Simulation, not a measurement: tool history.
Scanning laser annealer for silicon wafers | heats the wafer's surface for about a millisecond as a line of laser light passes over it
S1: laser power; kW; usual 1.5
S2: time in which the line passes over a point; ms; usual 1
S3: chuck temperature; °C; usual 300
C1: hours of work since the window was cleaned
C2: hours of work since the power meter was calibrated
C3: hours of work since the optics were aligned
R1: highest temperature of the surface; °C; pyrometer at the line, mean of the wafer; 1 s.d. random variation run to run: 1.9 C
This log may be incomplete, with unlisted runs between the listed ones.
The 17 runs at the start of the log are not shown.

run 18 hour=969.2 | S1=1.5 S2=1.05 S3=300 | C1=640 C2=2894 C3=859 | R1=1089
run 19 hour=1048.6 | S1=1.425 S2=1 S3=300 | C1=702 C2=2956 C3=921 | R1=1027
run 20 hour=1120.1 | S1=1.425 S2=1 S3=300 | C1=758 C2=3012 C3=977 | R1=1029
run 21 hour=1198.4 | S1=1.425 S2=1 S3=300 | C1=819 C2=3073 C3=1038 | R1=1024
run 22 hour=1240.6 | S1=1.425 S2=0.96 S3=340 | C1=852 C2=3106 C3=1071 | R1=1053
run 23 hour=1312.7 | S1=1.501 S2=0.71 S3=285 | C1=908 C2=3163 C3=1128 | R1=933
-- hour=1328.2 window over the wafer cleaned
run 24 hour=1369.6 | S1=1.406 S2=1 S3=320 | C1=32 C2=3205 C3=1170 | R1=1056
run 25 hour=1450.2 | S1=1.406 S2=1 S3=320 | C1=95 C2=3268 C3=1233 | R1=1056
run 26 hour=1523.2 | S1=1.389 S2=1 S3=300 | C1=153 C2=3326 C3=1291 | R1=1026
run 27 hour=1563 | S1=1.389 S2=1 S3=300 | C1=184 C2=3357 C3=1322 | R1=1019
run 28 hour=1604.4 | S1=1.389 S2=0.86 S3=301 | C1=216 C2=3389 C3=1354 | R1=975
run 29 hour=1673.6 | S1=1.575 S2=1.08 S3=326 | C1=270 C2=3443 C3=1408 | R1=1167
run 30 hour=1736.7 | S1=1.5 S2=0.75 S3=267 | C1=319 C2=3493 C3=1458 | R1=947
run 31 hour=1803.1 | S1=1.635 S2=0.87 S3=295 | C1=371 C2=3545 C3=1509 | R1=1083
run 32 hour=1844.7 | S1=1.635 S2=0.87 S3=295 | C1=404 C2=3577 C3=1542 | R1=1082
run 33 hour=1905.3 | S1=1.635 S2=0.87 S3=295 | C1=451 C2=3624 C3=1589 | R1=1081
run 34 hour=1981.2 | S1=1.322 S2=1.04 S3=300 | C1=511 C2=3684 C3=1649 | R1=986
run 35 hour=2035.2 | S1=1.288 S2=1.03 S3=308 | C1=553 C2=3726 C3=1691 | R1=973
run 36 hour=2094 | S1=1.354 S2=0.77 S3=269 | C1=599 C2=3772 C3=1737 | R1=877
run 37 hour=2128.7 | S1=1.5 S2=1.13 S3=260 | C1=626 C2=3799 C3=1764 | R1=1064
-- hour=2172.1 optics aligned, line set to its width
run 38 hour=2182.8 | S1=1.5 S2=1.13 S3=306 | C1=664 C2=3838 C3=8 | R1=1126
run 39 hour=2230 | S1=1.5 S2=1.13 S3=306 | C1=701 C2=3874 C3=45 | R1=1127
run 40 hour=2278 | S1=1.354 S2=0.94 S3=300 | C1=739 C2=3912 C3=83 | R1=979
run 41 hour=2347.1 | S1=1.43 S2=0.83 S3=270 | C1=793 C2=3966 C3=137 | R1=946

Predict each of these 4 candidate next runs independently; none follows another, all start after run 41:
run A hour=2390.5 | S1=1.333 S2=1.23 S3=302 | C1=827 C2=4000 C3=171 | R1=?
run B hour=2390.5 | S1=1.5 S2=0.75 S3=298 | C1=827 C2=4000 C3=171 | R1=?
run C hour=2390.5 | S1=1.322 S2=1.03 S3=300 | C1=827 C2=4000 C3=171 | R1=?
run D hour=2390.5 | S1=1.555 S2=0.99 S3=321 | C1=827 C2=4000 C3=171 | R1=?

run=A R1=1051
run=B R1=975
run=C R1=987
run=D R1=1118
Without the tool's unlogged condition, the same runs would have read:
run=A R1=1093
run=B R1=1013
run=C R1=1026
run=D R1=1163
